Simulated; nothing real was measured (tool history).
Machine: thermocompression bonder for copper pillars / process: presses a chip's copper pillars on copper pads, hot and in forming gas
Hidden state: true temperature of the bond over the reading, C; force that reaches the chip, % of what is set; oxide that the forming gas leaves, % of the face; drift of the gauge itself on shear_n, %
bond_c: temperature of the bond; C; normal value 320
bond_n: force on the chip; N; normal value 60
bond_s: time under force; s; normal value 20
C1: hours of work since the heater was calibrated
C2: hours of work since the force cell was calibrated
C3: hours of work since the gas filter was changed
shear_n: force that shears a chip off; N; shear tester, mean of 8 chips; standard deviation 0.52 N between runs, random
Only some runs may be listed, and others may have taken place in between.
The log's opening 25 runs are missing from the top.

{"run": 26, "hour": 360.2, "bond_c": 314, "bond_n": 64, "bond_s": 25, "C1": 750, "C2": 750, "C3": 56, "shear_n": 111.1}
{"run": 27, "hour": 371.8, "bond_c": 307, "bond_n": 60, "bond_s": 20, "C1": 758, "C2": 758, "C3": 63, "shear_n": 97.1}
{"run": 28, "hour": 387.4, "bond_c": 307, "bond_n": 42, "bond_s": 20, "C1": 768, "C2": 768, "C3": 73, "shear_n": 76.5}
{"run": 29, "hour": 405.5, "bond_c": 307, "bond_n": 42, "bond_s": 20, "C1": 779, "C2": 779, "C3": 85, "shear_n": 76.8}
{"run": 30, "hour": 424.3, "bond_c": 314, "bond_n": 42, "bond_s": 20, "C1": 791, "C2": 791, "C3": 97, "shear_n": 80.9}
{"run": 31, "hour": 434.3, "bond_c": 321, "bond_n": 50, "bond_s": 20, "C1": 798, "C2": 798, "C3": 103, "shear_n": 95.1}
{"run": 32, "hour": 454.0, "bond_c": 320, "bond_n": 59, "bond_s": 13, "C1": 810, "C2": 810, "C3": 116, "shear_n": 91.5}
{"run": 33, "hour": 468.3, "bond_c": 320, "bond_n": 59, "bond_s": 13, "C1": 820, "C2": 820, "C3": 125, "shear_n": 90.6}

Below are 4 alternative next runs, each starting from the tool's condition after run 33. Predict each:
{"run": "A", "hour": 479.2, "bond_c": 307, "bond_n": 59, "bond_s": 13, "C1": 827, "C2": 827, "C3": 132, "shear_n": "?"}
{"run": "B", "hour": 479.2, "bond_c": 320, "bond_n": 66, "bond_s": 13, "C1": 827, "C2": 827, "C3": 132, "shear_n": "?"}
{"run": "C", "hour": 479.2, "bond_c": 320, "bond_n": 73, "bond_s": 13, "C1": 827, "C2": 827, "C3": 132, "shear_n": "?"}
{"run": "D", "hour": 479.2, "bond_c": 330, "bond_n": 56, "bond_s": 13, "C1": 827, "C2": 827, "C3": 132, "shear_n": "?"}

run=A shear_n=84
run=B shear_n=98
run=C shear_n=102.8
run=D shear_n=94.5
Without the tool's unlogged condition, the same runs would have read:
run=A shear_n=84
run=B shear_n=98
run=C shear_n=102.9
run=D shear_n=94.5
